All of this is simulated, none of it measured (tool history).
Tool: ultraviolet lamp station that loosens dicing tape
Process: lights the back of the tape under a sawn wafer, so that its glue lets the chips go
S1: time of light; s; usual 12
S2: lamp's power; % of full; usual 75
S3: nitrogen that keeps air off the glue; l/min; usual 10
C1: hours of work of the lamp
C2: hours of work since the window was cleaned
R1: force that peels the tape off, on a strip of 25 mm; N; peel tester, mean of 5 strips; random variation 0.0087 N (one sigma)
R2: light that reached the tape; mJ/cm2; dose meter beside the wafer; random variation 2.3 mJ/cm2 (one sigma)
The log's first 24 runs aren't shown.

| run | day | S1 | S2 | S3 | C1 | C2 | R1 | R2 |
|---|---|---|---|---|---|---|---|---|
| 25 | 31.938 | 14 | 74 | 14 | 1637 | 201 | 0.269 | 240 |
| 26 | 33.321 | 14 | 70 | 9 | 1660 | 223 | 0.323 | 224 |
| 27 | 34.233 | 11 | 77 | 12 | 1675 | 238 | 0.371 | 197 |
| 28 | 35.796 | 12 | 63 | 8 | 1700 | 264 | 0.560 | 176 |
| 29 | 36.683 | 12 | 86 | 18 | 1715 | 278 | 0.249 | 239 |
| 30 | 37.767 | 13 | 86 | 18 | 1732 | 296 | 0.232 | 261 |
| 31 | 38.662 | 12 | 75 | 14 | 1747 | 311 | 0.305 | 211 |
|  | 39.225 | window cleaned of glue's vapour |
| 32 | 39.554 | 12 | 65 | 14 | 1761 | 5 | 0.391 | 180 |
| 33 | 40.792 | 22 | 94 | 5 | 1781 | 26 | 0.202 | 485 |
| 34 | 41.871 | 15 | 94 | 4 | 1799 | 43 | 0.289 | 332 |
| 35 | 43.754 | 15 | 94 | 4 | 1830 | 74 | 0.277 | 329 |
|  | 45.362 | lamp changed |
| 36 | 45.433 | 15 | 94 | 4 | 1 | 101 | 0.262 | 326 |
| 37 | 46.367 | 13 | 75 | 5 | 16 | 116 | 0.454 | 226 |

Forecast each of these 3 alternatives for the next run:
| A | 48.075 | 11 | 71 | 10 | 44 | 144 | ? | ? |
| B | 48.075 | 21 | 94 | 8 | 44 | 144 | ? | ? |
| C | 48.075 | 15 | 84 | 20 | 44 | 144 | ? | ? |

| run | R1 | R2 |
|---|---|---|
| A | 0.439 | 179 |
| B | 0.197 | 459 |
| C | 0.215 | 298 |
Without the tool's hidden state the same runs would have given:
| run | R1 | R2 |
|---|---|---|
| A | 0.439 | 179 |
| B | 0.197 | 459 |
| C | 0.215 | 298 |
